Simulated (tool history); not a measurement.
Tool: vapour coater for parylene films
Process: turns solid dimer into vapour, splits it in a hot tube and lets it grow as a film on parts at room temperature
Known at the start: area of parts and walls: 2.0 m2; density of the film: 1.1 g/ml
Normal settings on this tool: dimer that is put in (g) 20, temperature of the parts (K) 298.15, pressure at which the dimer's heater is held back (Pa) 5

run,hour,dimer that is put in (g),temperature of the parts (K),pressure at which the dimer's heater is held back (Pa),thickness of the film (nm)
1,0,20,298.15,5,6320
2,42.8,20,298.15,5,6260
3,67.3,20,298.15,5.9,6200
4,92.6,20,298.15,5.43,6160
5,114.9,20,298.15,5,6150
6,135.8,20,298.15,5,6090
7,156.2,20,291.15,5,8280
8,175.1,20,291.15,5,8140
9,202.1,20,291.15,5,8220
10,240.5,20,298.15,5,5860
# hour 257.4: trap's valve overhauled
11,281.2,34,298.15,5,11000
12,323.6,34,298.15,5,10880
13,366.1,34,298.15,5,10590
14,385.1,34,298.15,5,10710
15,425.3,34,298.15,5,10700
# hour 429.3: table's thermometer calibrated
16,450.8,10,298.15,2.56,3410
17,475.8,11,298.15,2.86,3760
18,511.1,32,292.15,5,13320
19,550.1,32,292.15,5,13310

Run 20 is up next; what results do you expect?
20,578.9,9,298.15,7.97,?

thickness of the film (nm): 2780
Were there no unlogged condition in the tool, this run, its random variation unchanged, would have produced thickness of the film (nm) 3010.
